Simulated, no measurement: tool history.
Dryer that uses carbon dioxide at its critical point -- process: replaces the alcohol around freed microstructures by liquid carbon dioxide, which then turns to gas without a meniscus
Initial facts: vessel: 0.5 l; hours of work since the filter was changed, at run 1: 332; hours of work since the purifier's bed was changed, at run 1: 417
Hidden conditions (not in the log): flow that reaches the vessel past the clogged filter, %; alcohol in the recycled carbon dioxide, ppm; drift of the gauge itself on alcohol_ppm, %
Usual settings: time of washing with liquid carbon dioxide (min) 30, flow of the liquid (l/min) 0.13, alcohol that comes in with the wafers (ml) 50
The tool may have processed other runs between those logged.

run,day,time of washing with liquid carbon dioxide (min),flow of the liquid (l/min),alcohol that comes in with the wafers (ml),hours of work since the filter was changed,hours of work since the purifier's bed was changed,alcohol left in the vessel before it's heated (ppm by volume)
1,0,30,0.13,50,332,417,600
2,1.233,30,0.13,50,349,434,612
3,2.062,30,0.13,50,360,445,663
4,3.633,30,0.13,50,382,467,665
# day 4.421: inlet filter changed
5,4.838,30,0.13,50,6,484,382
6,6.571,30,0.13,24,30,508,271
7,8.175,22,0.088,27,53,530,2781
8,9.608,43,0.135,27,73,550,194
9,10.654,33,0.135,27,87,565,248

Run 10 is up next; what results do you expect?
10,11.646,33,0.135,27,101,579,?

Logged for run 10: alcohol left in the vessel before it's heated (ppm by volume) 267.
With no hidden state in the tool, this same run would have given alcohol left in the vessel before it's heated (ppm by volume) 52.

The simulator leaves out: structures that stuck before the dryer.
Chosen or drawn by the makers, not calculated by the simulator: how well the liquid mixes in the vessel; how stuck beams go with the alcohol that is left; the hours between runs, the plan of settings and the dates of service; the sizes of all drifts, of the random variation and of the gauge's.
